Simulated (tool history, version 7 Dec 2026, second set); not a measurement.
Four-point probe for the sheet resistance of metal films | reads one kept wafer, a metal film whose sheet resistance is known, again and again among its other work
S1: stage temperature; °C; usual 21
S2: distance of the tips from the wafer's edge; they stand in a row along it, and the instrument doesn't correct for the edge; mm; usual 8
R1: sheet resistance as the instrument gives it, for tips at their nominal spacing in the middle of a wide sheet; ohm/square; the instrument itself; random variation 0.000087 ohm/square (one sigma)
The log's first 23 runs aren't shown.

run,day,S1,S2,R1
24,14.454,19,48,0.433240
25,14.850,19,48,0.432919
26,15.733,19,13,0.433696
27,16.642,21,7,0.434408
28,17.129,25,4,0.436808
29,17.971,22,10,0.433012
30,18.796,22,10,0.432999
31,19.588,22,10,0.433124
32,20.225,21,71,0.432327

Run 33 comes next. What will it give?
33,20.942,23,3,?

Run 33 gave R1 0.441832 ohm/square.
Without the tool's hidden state the same run would have given R1 0.441812 ohm/square.

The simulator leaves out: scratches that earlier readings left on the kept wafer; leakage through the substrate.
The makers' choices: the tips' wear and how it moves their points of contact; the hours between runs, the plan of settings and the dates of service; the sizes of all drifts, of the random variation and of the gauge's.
